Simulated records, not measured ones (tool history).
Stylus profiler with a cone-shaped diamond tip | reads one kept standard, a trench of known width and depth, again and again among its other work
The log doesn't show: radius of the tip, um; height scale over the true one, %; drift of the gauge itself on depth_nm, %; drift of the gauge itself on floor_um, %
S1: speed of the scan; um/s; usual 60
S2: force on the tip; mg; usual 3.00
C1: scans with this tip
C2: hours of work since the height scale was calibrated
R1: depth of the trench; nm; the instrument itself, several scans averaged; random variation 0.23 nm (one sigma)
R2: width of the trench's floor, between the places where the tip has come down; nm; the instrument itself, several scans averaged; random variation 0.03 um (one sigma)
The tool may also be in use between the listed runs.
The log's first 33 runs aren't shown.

{"run": 34, "day": 72.475, "S1": 157, "S2": 2.73, "C1": 25389, "C2": 768, "R1": 1014.33, "R2": 13390}
{"run": 35, "day": 74.054, "S1": 73, "S2": 3.52, "C1": 25685, "C2": 797, "R1": 1016.63, "R2": 13730}
{"run": 36, "day": 76.633, "S1": 55, "S2": 6.58, "C1": 26170, "C2": 846, "R1": 1026.64, "R2": 13770}
{"run": 37, "day": 78.662, "S1": 114, "S2": 7.15, "C1": 26550, "C2": 884, "R1": 1028.29, "R2": 13630}
{"run": 38, "day": 79.967, "S1": 19, "S2": 4.62, "C1": 26796, "C2": 909, "R1": 1019.9, "R2": 13800}
{"run": 39, "day": 81.396, "S1": 16, "S2": 1.36, "C1": 27064, "C2": 936, "R1": 1007.12, "R2": 13840}
{"run": 40, "day": 83.483, "S1": 57, "S2": 6.87, "C1": 27455, "C2": 975, "R1": 1026.96, "R2": 13710}
{"run": 41, "day": 86.212, "S1": 57, "S2": 6.87, "C1": 27968, "C2": 1027, "R1": 1026.62, "R2": 13710}
{"run": 42, "day": 87.492, "S1": 94, "S2": 1.43, "C1": 28209, "C2": 1051, "R1": 1006.98, "R2": 13300}

Forecast each of these 4 alternatives for the next run:
{"run": "A", "day": 90.554, "S1": 60, "S2": 6.74, "C1": 28783, "C2": 1108, "R1": "?", "R2": "?"}
{"run": "B", "day": 90.554, "S1": 60, "S2": 5.1, "C1": 28783, "C2": 1108, "R1": "?", "R2": "?"}
{"run": "C", "day": 90.554, "S1": 60, "S2": 1.82, "C1": 28783, "C2": 1108, "R1": "?", "R2": "?"}
{"run": "D", "day": 90.554, "S1": 50, "S2": 3.0, "C1": 28783, "C2": 1108, "R1": "?", "R2": "?"}

run=A R1=1026.27 R2=13590
run=B R1=1021.18 R2=13640
run=C R1=1008.74 R2=13530
run=D R1=1013.82 R2=13590
Without the tool's hidden state the same runs would have given:
run=A R1=1029.78 R2=15820
run=B R1=1024.68 R2=15870
run=C R1=1012.19 R2=15760
run=D R1=1017.29 R2=15810

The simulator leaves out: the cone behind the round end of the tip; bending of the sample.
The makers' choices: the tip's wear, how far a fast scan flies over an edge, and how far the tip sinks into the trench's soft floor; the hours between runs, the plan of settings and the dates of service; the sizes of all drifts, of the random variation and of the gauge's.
